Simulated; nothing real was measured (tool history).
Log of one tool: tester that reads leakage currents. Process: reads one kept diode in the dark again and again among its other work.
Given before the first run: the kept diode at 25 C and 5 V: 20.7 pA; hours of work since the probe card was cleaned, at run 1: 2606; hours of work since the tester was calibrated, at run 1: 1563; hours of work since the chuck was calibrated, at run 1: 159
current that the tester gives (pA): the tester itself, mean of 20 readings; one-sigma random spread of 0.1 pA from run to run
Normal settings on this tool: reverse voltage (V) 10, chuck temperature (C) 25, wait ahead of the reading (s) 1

| run | hour | reverse voltage (V) | chuck temperature (C) | wait ahead of the reading (s) | hours of work since the probe card was cleaned | hours of work since the tester was calibrated | hours of work since the chuck was calibrated | current that the tester gives (pA) |
|---|---|---|---|---|---|---|---|---|
| 1 | 0 | 10 | 25 | 1 | 2606 | 1563 | 159 | 35.51 |
| 2 | 136.9 | 10 | 25 | 1 | 2682 | 1638 | 235 | 35.73 |
| 3 | 320.9 | 10 | 25 | 1 | 2784 | 1740 | 337 | 35.7 |
| 4 | 483.7 | 10 | 25 | 1 | 2873 | 1830 | 427 | 35.63 |
| 5 | 572.4 | 10 | 25 | 6.41 | 2922 | 1879 | 476 | 32.83 |
| 6 | 709 | 1.5 | 25 | 1 | 2998 | 1954 | 551 | 14.49 |
| 7 | 866.3 | 1.5 | 25 | 1 | 3085 | 2041 | 638 | 14.48 |
|  | 900.5 | tester calibrated |
| 8 | 970.3 | 1.5 | 25 | 1 | 3141 | 39 | 694 | 14.1 |
|  | 989.4 | probe card cleaned and baked |
| 9 | 1134.5 | 1.5 | 25 | 1 | 80 | 128 | 783 | 13.32 |
| 10 | 1247.9 | 1.5 | 25 | 1 | 143 | 190 | 846 | 13.39 |
| 11 | 1341.7 | 1.5 | 25 | 1 | 195 | 242 | 898 | 13.26 |
| 12 | 1425.9 | 10 | 25 | 0.33 | 241 | 288 | 944 | 36.84 |
| 13 | 1532.3 | 1.7 | 25 | 0.33 | 300 | 347 | 1003 | 15.06 |
| 14 | 1660.3 | 10 | 25 | 1 | 370 | 418 | 1073 | 30.29 |
| 15 | 1844.3 | 4.7 | 25 | 1 | 472 | 520 | 1175 | 21.42 |
| 16 | 2026.9 | 10 | 57 | 1 | 573 | 620 | 1276 | 330.23 |
| 17 | 2193.1 | 2.7 | 25 | 1 | 665 | 712 | 1368 | 16.78 |
| 18 | 2326.9 | 10 | 25 | 1 | 739 | 786 | 1442 | 30.63 |
| 19 | 2440.7 | 10 | 25 | 1 | 801 | 849 | 1504 | 30.59 |
| 20 | 2547 | 10 | 25 | 1 | 860 | 908 | 1563 | 30.61 |
| 21 | 2679.3 | 2 | 25 | 1.61 | 933 | 981 | 1636 | 14.68 |
| 22 | 2853.2 | 2 | 21 | 3.71 | 1029 | 1077 | 1732 | 10.3 |
| 23 | 2945.3 | 1.2 | 21 | 3.71 | 1080 | 1127 | 1783 | 8.36 |
|  | 3012.3 | chuck's temperature calibrated |
| 24 | 3024.7 | 6.9 | 46 | 6.05 | 1123 | 1170 | 7 | 135.42 |
| 25 | 3127.1 | 17 | 46 | 0.33 | 1179 | 1227 | 63 | 209.08 |
| 26 | 3248.2 | 1.3 | 28 | 1.59 | 1246 | 1294 | 130 | 17.03 |
| 27 | 3393.3 | 1.9 | 26 | 7.38 | 1326 | 1374 | 210 | 16.51 |
| 28 | 3469.9 | 1.9 | 26 | 7.38 | 1369 | 1416 | 253 | 16.56 |
| 29 | 3571.4 | 1.9 | 26 | 7.38 | 1425 | 1472 | 309 | 16.51 |
| 30 | 3652.6 | 9.5 | 58 | 1.09 | 1470 | 1517 | 354 | 366.61 |
| 31 | 3742.5 | 9.5 | 58 | 1.09 | 1519 | 1567 | 403 | 367.43 |
| 32 | 3926.2 | 10 | 45 | 8.14 | 1621 | 1668 | 505 | 143.27 |
| 33 | 4071.1 | 1.1 | 25 | 8.33 | 1701 | 1748 | 585 | 12.07 |
| 34 | 4150.9 | 1.1 | 31 | 8.33 | 1745 | 1792 | 629 | 20.05 |
| 35 | 4299 | 1.1 | 49 | 0.31 | 1826 | 1874 | 711 | 83.33 |
| 36 | 4384.7 | 1.6 | 47 | 2.19 | 1874 | 1921 | 758 | 82.24 |
| 37 | 4501.8 | 3.4 | 41 | 0.3 | 1938 | 1986 | 823 | 72.96 |
|  | 4642.1 | tester calibrated |
| 38 | 4654.2 | 3.4 | 27 | 3.1 | 2022 | 7 | 906 | 22.3 |
| 39 | 4730 | 3.4 | 27 | 3.1 | 2063 | 49 | 947 | 22.4 |
| 40 | 4864.4 | 3.4 | 27 | 3.1 | 2138 | 123 | 1022 | 22.32 |

3 ways to go on from here, each from the tool as it stands after run 40. What would each give?
| A | 4961.5 | 2.6 | 25 | 2.29 | 2191 | 176 | 1075 | ? |
| B | 4961.5 | 3.4 | 27 | 2.81 | 2191 | 176 | 1075 | ? |
| C | 4961.5 | 1.6 | 27 | 3.1 | 2191 | 176 | 1075 | ? |

| run | current that the tester gives (pA) |
|---|---|
| A | 17 |
| B | 22.28 |
| C | 16.17 |
Take away the tool's hidden state, keep each run's random variation, and the runs would have read:
| run | current that the tester gives (pA) |
|---|---|
| A | 16.55 |
| B | 21.68 |
| C | 16.1 |

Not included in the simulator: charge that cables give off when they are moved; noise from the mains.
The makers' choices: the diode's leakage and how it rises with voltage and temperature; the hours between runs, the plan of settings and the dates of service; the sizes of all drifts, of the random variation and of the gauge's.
